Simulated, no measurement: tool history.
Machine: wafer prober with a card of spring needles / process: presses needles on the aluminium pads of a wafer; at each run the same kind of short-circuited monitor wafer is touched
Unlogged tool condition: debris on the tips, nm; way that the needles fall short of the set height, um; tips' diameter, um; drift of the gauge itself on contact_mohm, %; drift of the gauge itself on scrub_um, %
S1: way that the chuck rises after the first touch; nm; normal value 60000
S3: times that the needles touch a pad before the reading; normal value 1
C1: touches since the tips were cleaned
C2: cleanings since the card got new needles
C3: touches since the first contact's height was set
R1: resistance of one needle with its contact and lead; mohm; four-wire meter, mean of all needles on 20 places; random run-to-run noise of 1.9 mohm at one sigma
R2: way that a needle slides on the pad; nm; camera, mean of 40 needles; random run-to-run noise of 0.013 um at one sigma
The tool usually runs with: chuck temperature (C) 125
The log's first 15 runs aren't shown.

{"hour": 336.9, "done": "tips cleaned on abrasive film"}
{"run": 16, "hour": 352.2, "S1": 60000, "chuck temperature (C)": 125, "S3": 1, "C1": 5755, "C2": 35, "C3": 50904, "R1": 234, "R2": 12610}
{"hour": 354.9, "done": "tips cleaned on abrasive film"}
{"run": 17, "hour": 366.2, "S1": 60000, "chuck temperature (C)": 125, "S3": 1, "C1": 4269, "C2": 36, "C3": 56153, "R1": 234, "R2": 12570}
{"hour": 372.5, "done": "tips cleaned on abrasive film"}
{"run": 18, "hour": 383.1, "S1": 60000, "chuck temperature (C)": 84, "S3": 1, "C1": 4006, "C2": 37, "C3": 62517, "R1": 227, "R2": 12570}
{"hour": 390.0, "done": "tips cleaned on abrasive film"}
{"run": 19, "hour": 402.9, "S1": 60000, "chuck temperature (C)": 84, "S3": 1, "C1": 4868, "C2": 38, "C3": 69943, "R1": 229, "R2": 12530}
{"hour": 409.2, "done": "tips cleaned on abrasive film"}
{"hour": 425.5, "done": "height of the first contact set anew"}
{"hour": 428.3, "done": "tips cleaned on abrasive film"}
{"run": 20, "hour": 434.1, "S1": 60000, "chuck temperature (C)": 32, "S3": 3, "C1": 2157, "C2": 40, "C3": 3198, "R1": 184, "R2": 12740}
{"hour": 446.8, "done": "tips cleaned on abrasive film"}
{"run": 21, "hour": 463.1, "S1": 60000, "chuck temperature (C)": 32, "S3": 3, "C1": 6167, "C2": 41, "C3": 14120, "R1": 194, "R2": 12700}
{"hour": 465.1, "done": "tips cleaned on abrasive film"}
{"run": 22, "hour": 479.9, "S1": 77000, "chuck temperature (C)": 124, "S3": 2, "C1": 5578, "C2": 42, "C3": 20428, "R1": 206, "R2": 16290}
{"hour": 483.8, "done": "tips cleaned on abrasive film"}
{"hour": 503.7, "done": "tips cleaned on abrasive film"}
{"run": 23, "hour": 506.3, "S1": 60000, "chuck temperature (C)": 75, "S3": 3, "C1": 994, "C2": 44, "C3": 30312, "R1": 194, "R2": 12660}
{"hour": 522.8, "done": "tips cleaned on abrasive film"}
{"run": 24, "hour": 535.2, "S1": 60000, "chuck temperature (C)": 75, "S3": 3, "C1": 4675, "C2": 45, "C3": 41163, "R1": 202, "R2": 12630}
{"hour": 540.2, "done": "tips cleaned on abrasive film"}
{"run": 25, "hour": 555.4, "S1": 49000, "chuck temperature (C)": 29, "S3": 3, "C1": 5730, "C2": 46, "C3": 48751, "R1": 203, "R2": 10270}
{"hour": 558.3, "done": "tips cleaned on abrasive film"}
{"run": 26, "hour": 570.4, "S1": 49000, "chuck temperature (C)": 29, "S3": 3, "C1": 4553, "C2": 47, "C3": 54374, "R1": 202, "R2": 10260}
{"hour": 576.2, "done": "tips cleaned on abrasive film"}
{"hour": 594.8, "done": "tips cleaned on abrasive film"}
{"run": 27, "hour": 595.3, "S1": 49000, "chuck temperature (C)": 29, "S3": 3, "C1": 215, "C2": 49, "C3": 63723, "R1": 181, "R2": 10210}
{"run": 28, "hour": 611.1, "S1": 44000, "chuck temperature (C)": 37, "S3": 2, "C1": 6156, "C2": 49, "C3": 69664, "R1": 234, "R2": 9150}
{"hour": 612.9, "done": "tips cleaned on abrasive film"}
{"hour": 632.2, "done": "tips cleaned on abrasive film"}
{"hour": 632.5, "done": "height of the first contact set anew"}
{"run": 29, "hour": 638.3, "S1": 57000, "chuck temperature (C)": 125, "S3": 3, "C1": 2186, "C2": 51, "C3": 2186, "R1": 207, "R2": 12100}
{"hour": 650.5, "done": "tips cleaned on abrasive film"}
{"run": 30, "hour": 659.2, "S1": 41000, "chuck temperature (C)": 36, "S3": 1, "C1": 3257, "C2": 52, "C3": 10017, "R1": 260, "R2": 8700}
{"hour": 668.5, "done": "tips cleaned on abrasive film"}
{"hour": 688.1, "done": "tips cleaned on abrasive film"}
{"run": 31, "hour": 688.1, "S1": 56000, "chuck temperature (C)": 51, "S3": 3, "C1": 0, "C2": 54, "C3": 20873, "R1": 184, "R2": 11850}
{"hour": 707.0, "done": "tips cleaned on abrasive film"}
{"run": 32, "hour": 707.0, "S1": 55000, "chuck temperature (C)": 73, "S3": 2, "C1": 0, "C2": 55, "C3": 27950, "R1": 186, "R2": 11600}
{"run": 33, "hour": 721.2, "S1": 46000, "chuck temperature (C)": 67, "S3": 1, "C1": 5378, "C2": 55, "C3": 33328, "R1": 262, "R2": 9700}

3 options for the next run, each taken on its own from the tool as it stands now. Forecast them:
{"hour": 725.1, "done": "tips cleaned on abrasive film"}
{"hour": 743.1, "done": "tips cleaned on abrasive film"}
{"run": "A", "hour": 749.7, "S1": 59000, "chuck temperature (C)": 81, "S3": 3, "C1": 2522, "C2": 57, "C3": 44012, "R1": "?", "R2": "?"}
{"hour": 725.1, "done": "tips cleaned on abrasive film"}
{"hour": 743.1, "done": "tips cleaned on abrasive film"}
{"run": "B", "hour": 749.7, "S1": 66000, "chuck temperature (C)": 96, "S3": 2, "C1": 2522, "C2": 57, "C3": 44012, "R1": "?", "R2": "?"}
{"hour": 725.1, "done": "tips cleaned on abrasive film"}
{"hour": 743.1, "done": "tips cleaned on abrasive film"}
{"run": "C", "hour": 749.7, "S1": 57000, "chuck temperature (C)": 125, "S3": 2, "C1": 2522, "C2": 57, "C3": 44012, "R1": "?", "R2": "?"}

run=A R1=200 R2=12440
run=B R1=204 R2=13910
run=C R1=215 R2=12010
Take away the tool's hidden state, keep each run's random variation, and the runs would have read:
run=A R1=187 R2=12560
run=B R1=187 R2=14040
run=C R1=194 R2=12140

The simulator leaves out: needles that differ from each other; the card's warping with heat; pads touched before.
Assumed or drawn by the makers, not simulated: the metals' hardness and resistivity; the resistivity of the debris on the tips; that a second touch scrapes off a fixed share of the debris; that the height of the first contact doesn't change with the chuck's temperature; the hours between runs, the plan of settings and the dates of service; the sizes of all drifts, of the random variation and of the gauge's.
